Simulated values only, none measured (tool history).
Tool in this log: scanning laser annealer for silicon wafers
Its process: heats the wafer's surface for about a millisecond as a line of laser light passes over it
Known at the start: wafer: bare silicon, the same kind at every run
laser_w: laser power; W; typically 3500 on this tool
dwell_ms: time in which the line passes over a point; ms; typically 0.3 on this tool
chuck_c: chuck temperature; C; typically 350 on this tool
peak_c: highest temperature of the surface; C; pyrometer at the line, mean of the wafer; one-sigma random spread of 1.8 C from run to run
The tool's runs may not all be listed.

run   hour  laser_w  dwell_ms  chuck_c  peak_c
  1      0     3500       0.3      350    1039
  2   20.9     3635       0.3      350    1073
  3     41     3635       0.3      350    1077
  4   55.7     3500       0.3      350    1038
  5   66.7     3500       0.3      350    1036
  6   79.8     3500       0.3      350    1037
  7   90.9     3500       0.3      350    1036
  8  107.1     3500       0.3      350    1032
  9  120.6     3392       0.3      350    1003
 10  129.2     3627       0.3      350    1063
 11  141.7     3627       0.3      350    1062
 12  150.9     3728       0.3      350    1091
 13  169.7     3728       0.3      350    1088
 14  179.9     3400       0.3      350    1004
     185.9  -- window over the wafer cleaned
 15  195.5     3500       0.3      335    1044
 16  211.2     3500       0.3      335    1047
 17  227.3     3500       0.3      350    1058
 18  247.2     3500       0.3      350    1057
 19    256     3500       0.3      350    1055
 20  273.3     3404       0.3      350    1026
 21  287.8     3404       0.3      350    1027
 22  300.9     3700       0.3      375    1133
 23  316.4     3700       0.3      386    1140
 24  329.1     3700       0.3      386    1140
 25  346.2     3700       0.3      386    1137
 26  365.6     3239     0.227      352     900
 27  378.4     3287     0.227      324     880
 28  387.3     3272     0.301      324     961
 29  396.9     3617       0.3      350    1078
 30  407.8     3767     0.216      331     977
 31  422.9     2994     0.359      328     950
 32  434.6     3500     0.357      336    1094
 33  447.1     3500     0.331      383    1113
 34  461.8     3539     0.331      364    1102
 35  480.8     3416     0.287      321     972
 36  498.9     3543     0.211      359     942

Alternative continuations, all from the tool just after run 36; predict every row:
  A  509.6     3073     0.325      316       ?
  B  509.6     3138       0.3      350       ?
  C  509.6     3768       0.3      353       ?
  D  509.6     3500     0.286      350       ?

run  peak_c
  A     921
  B     945
  C    1107
  D    1022
With no hidden state in the tool, these same runs would have given:
run  peak_c
  A     948
  B     971
  C    1140
  D    1051
